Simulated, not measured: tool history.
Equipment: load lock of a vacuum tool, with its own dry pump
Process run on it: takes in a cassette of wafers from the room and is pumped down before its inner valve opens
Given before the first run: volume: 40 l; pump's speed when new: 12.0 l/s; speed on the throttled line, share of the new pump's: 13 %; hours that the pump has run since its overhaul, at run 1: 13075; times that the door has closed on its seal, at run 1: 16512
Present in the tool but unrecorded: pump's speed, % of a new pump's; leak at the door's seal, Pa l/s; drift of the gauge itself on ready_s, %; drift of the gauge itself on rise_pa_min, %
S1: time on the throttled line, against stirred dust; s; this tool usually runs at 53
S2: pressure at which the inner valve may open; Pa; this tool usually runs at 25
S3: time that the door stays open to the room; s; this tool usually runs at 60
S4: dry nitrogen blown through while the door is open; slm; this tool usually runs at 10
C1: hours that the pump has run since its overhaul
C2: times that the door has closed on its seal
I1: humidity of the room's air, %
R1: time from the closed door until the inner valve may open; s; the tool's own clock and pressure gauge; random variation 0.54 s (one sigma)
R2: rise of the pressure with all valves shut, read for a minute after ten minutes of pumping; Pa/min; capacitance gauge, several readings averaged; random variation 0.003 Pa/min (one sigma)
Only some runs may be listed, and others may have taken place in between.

Run 1, hour 0: usual settings; C1 13075; C2 16512; I1 42. Result: R1 78.2 s, R2 0.2 Pa/min.
Run 2, hour 692.9: usual settings; C1 13768; C2 18937; I1 45.8. Result: R1 77.9 s, R2 0.235 Pa/min.
Run 3, hour 1063.4: usual settings but S1 52 s; C1 14139; C2 20234; I1 49.3. Result: R1 78.5 s, R2 0.259 Pa/min.
At hour 1685.2: dry pump taken out, an overhauled one fitted.
Run 4, hour 1745.9: usual settings but S2 20 Pa; C1 61; C2 22603; I1 44.4. Result: R1 75.6 s, R2 0.301 Pa/min.
Run 5, hour 2385.8: usual settings but S2 20 Pa; C1 701; C2 24843; I1 44.6. Result: R1 75.2 s, R2 0.345 Pa/min.
Run 6, hour 2750.2: usual settings but S2 20 Pa; C1 1065; C2 26118; I1 46.4. Result: R1 74.2 s, R2 0.367 Pa/min.
Run 7, hour 3203.5: usual settings; C1 1518; C2 27705; I1 44.8. Result: R1 75.1 s, R2 0.407 Pa/min.
At hour 3740.3: door's seal changed, seat wiped.
Run 8, hour 3750.6: usual settings; C1 2064; C2 36; I1 43.8. Result: R1 74.6 s, R2 0.054 Pa/min.
Run 9, hour 4378: usual settings; C1 2691; C2 2232; I1 46. Result: R1 75.8 s, R2 0.066 Pa/min.
Run 10, hour 5092.8: usual settings but S1 55 s; C1 3406; C2 4735; I1 45.3. Result: R1 77.4 s, R2 0.079 Pa/min.
Run 11, hour 5656.3: usual settings but S1 55 s; C1 3970; C2 6707; I1 44.5. Result: R1 77.6 s, R2 0.09 Pa/min.
Run 12, hour 6130.8: usual settings but S1 55 s; C1 4444; C2 8368; I1 43.5. Result: R1 76.9 s, R2 0.105 Pa/min.
Run 13, hour 6555.4: usual settings but S1 55 s; C1 4869; C2 9855; I1 46.2. Result: R1 77.3 s, R2 0.124 Pa/min.
Run 14, hour 7112.4: usual settings but S1 55 s; C1 5426; C2 11805; I1 44.5. Result: R1 77.7 s, R2 0.146 Pa/min.
Run 15, hour 7649.3: usual settings but S1 55 s; C1 5963; C2 13684; I1 44.9. Result: R1 77.7 s, R2 0.172 Pa/min.
Run 16, hour 8138.7: usual settings; C1 6452; C2 15397; I1 47. Result: R1 77.2 s, R2 0.194 Pa/min.
Run 17, hour 8778.5: usual settings; C1 7092; C2 17637; I1 44.6. Result: R1 77.1 s, R2 0.229 Pa/min.
Run 18, hour 9298.5: usual settings; C1 7612; C2 19457; I1 45.6. Result: R1 77.7 s, R2 0.26 Pa/min.
Run 19, hour 9861.9: usual settings but S3 48 s; C1 8175; C2 21430; I1 45.8. Result: R1 76.7 s, R2 0.302 Pa/min.
Run 20, hour 10563.4: usual settings but S3 48 s; C1 8877; C2 23885; I1 43.7. Result: R1 76.7 s, R2 0.341 Pa/min.
Run 21, hour 11173.1: usual settings but S1 85 s, S2 40 Pa, S3 161 s, S4 31 slm; C1 9486; C2 26020; I1 44.3. Result: R1 102.9 s, R2 0.402 Pa/min.
Run 22, hour 11621.3: usual settings but S1 90 s, S3 148 s; C1 9935; C2 27589; I1 44.1. Result: R1 108.1 s, R2 0.461 Pa/min.
Run 23, hour 12062.6: usual settings but S1 72 s, S3 133 s; C1 10376; C2 29133; I1 45.9. Result: R1 93.2 s, R2 0.501 Pa/min.
At hour 12166: door's seal changed, seat wiped.
Run 24, hour 12493.7: usual settings but S1 43 s, S2 29 Pa, S3 133 s; C1 10805; C2 1147; I1 45.7. Result: R1 69.4 s, R2 0.089 Pa/min.
Run 25, hour 12790.9: usual settings but S1 43 s, S2 29 Pa, S3 133 s; C1 11103; C2 2188; I1 44.9. Result: R1 67.8 s, R2 0.092 Pa/min.
Run 26, hour 13133.8: usual settings but S1 30 s, S3 233 s, S4 4 slm; C1 11446; C2 3388; I1 45.2. Result: R1 58.4 s, R2 0.148 Pa/min.
Run 27, hour 13712.4: usual settings but S1 27 s, S2 29 Pa, S4 8 slm; C1 12024; C2 5414; I1 44.6. Result: R1 55.4 s, R2 0.094 Pa/min.
Run 28, hour 14235.3: usual settings but S1 40 s, S2 30 Pa, S3 51 s, S4 23 slm; C1 12547; C2 7244; I1 46.2. Result: R1 66.1 s, R2 0.089 Pa/min.
Run 29, hour 14713.3: usual settings but S1 31 s, S2 24 Pa, S3 51 s, S4 36 slm; C1 13025; C2 8917; I1 45.4. Result: R1 60.6 s, R2 0.096 Pa/min.
Run 30, hour 15190.9: usual settings but S2 24 Pa, S3 81 s, S4 42 slm; C1 13503; C2 10590; I1 45.4. Result: R1 78.8 s, R2 0.116 Pa/min.

What will run 31 give?
Run 31, hour 15819.6: usual settings but S1 52 s, S2 24 Pa, S3 81 s, S4 19 slm; C1 14131; C2 12790; I1 44.3. Result: R1 ?, R2 ?.

{"run 31": {"R1": 78.3, "R2": 0.158}}
If the tool had no hidden condition, the same run with the same run-to-run variation would have returned R1 72.9 s, R2 0.05 Pa/min.

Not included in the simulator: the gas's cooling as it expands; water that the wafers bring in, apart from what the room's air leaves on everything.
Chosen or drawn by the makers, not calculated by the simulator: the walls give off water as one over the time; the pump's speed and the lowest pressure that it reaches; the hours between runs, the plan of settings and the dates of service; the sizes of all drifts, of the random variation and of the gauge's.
